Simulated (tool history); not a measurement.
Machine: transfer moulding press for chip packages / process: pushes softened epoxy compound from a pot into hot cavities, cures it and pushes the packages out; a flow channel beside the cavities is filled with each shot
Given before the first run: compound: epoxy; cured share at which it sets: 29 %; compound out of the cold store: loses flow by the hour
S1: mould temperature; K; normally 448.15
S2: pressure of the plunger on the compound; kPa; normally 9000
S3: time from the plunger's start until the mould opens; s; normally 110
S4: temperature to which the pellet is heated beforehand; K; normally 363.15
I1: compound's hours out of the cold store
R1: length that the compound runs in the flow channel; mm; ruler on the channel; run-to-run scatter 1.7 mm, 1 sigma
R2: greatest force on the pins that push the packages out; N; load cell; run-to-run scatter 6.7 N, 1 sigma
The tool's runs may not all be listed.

Run 1, hour 0.0: usual settings; I1 29.0. Result: R1 528 mm, R2 412 N.
Run 2, hour 18.2: usual settings; I1 23.5. Result: R1 548 mm, R2 448 N.
Run 3, hour 36.2: usual settings; I1 29.5. Result: R1 525 mm, R2 495 N.
Run 4, hour 63.3: usual settings; I1 30.3. Result: R1 520 mm, R2 528 N.
At hour 66.9: cavities cleaned with cleaning compound and waxed.
Run 5, hour 88.5: usual settings but S3 106 s; I1 40.3. Result: R1 485 mm, R2 537 N.
Run 6, hour 118.3: usual settings; I1 28.2. Result: R1 525 mm, R2 572 N.
Run 7, hour 135.6: usual settings; I1 28.4. Result: R1 524 mm, R2 564 N.
Run 8, hour 166.0: usual settings but S1 440.15 K; I1 16.8. Result: R1 574 mm, R2 804 N.
At hour 173.3: cavities cleaned with cleaning compound and waxed.
At hour 184.5: plunger's sealing rings changed.
Run 9, hour 200.1: usual settings; I1 46.6. Result: R1 485 mm, R2 377 N.
At hour 203.7: cavities cleaned with cleaning compound and waxed, once more.
Run 10, hour 233.1: usual settings but S2 9270 kPa; I1 40.7. Result: R1 513 mm, R2 388 N.
Run 11, hour 256.9: usual settings but S1 447.15 K, S2 10330 kPa, S4 358.15 K; I1 9.5. Result: R1 668 mm, R2 484 N.
Run 12, hour 283.1: usual settings but S1 447.15 K, S2 10330 kPa, S4 358.15 K; I1 31.9. Result: R1 570 mm, R2 511 N.
Run 13, hour 303.1: usual settings but S1 444.15 K, S3 145 s, S4 366.15 K; I1 14.5. Result: R1 605 mm, R2 487 N.
At hour 309.4: cavities cleaned with cleaning compound and waxed.
Run 14, hour 325.4: usual settings but S2 10480 kPa, S4 369.15 K; I1 14.8. Result: R1 644 mm, R2 351 N.
Run 15, hour 348.8: usual settings but S2 10480 kPa, S4 369.15 K; I1 11.4. Result: R1 657 mm, R2 429 N.
Run 16, hour 370.9: usual settings but S1 450.15 K, S2 8340 kPa, S4 364.15 K; I1 18.4. Result: R1 555 mm, R2 474 N.

Hidden state or all else? Some run-to-run changes of R1, split into what the settings, what came in and random variation would give without the hidden state, and what is left for the hidden state (with any gauge scatter that isn't in both results):
What the log doesn't record here: true mould temperature over the reading, C; pressure that reaches the compound, % of what is set; grip of the stained cavities, % over clean ones'; drift of the gauge itself on flow_mm, %; drift of the gauge itself on push_out_n, %.
Run 8 -> 9: S1 440.15 -> 448.15, cavities cleaned with cleaning compound and waxed, plunger's sealing rings changed. R1 -89 mm: hidden state +30, all else -119.
Run 10 -> 11: S1 448.15 -> 447.15, S2 9270 -> 10330, S4 363.15 -> 358.15. R1 +155 mm: hidden state -3, all else +158.
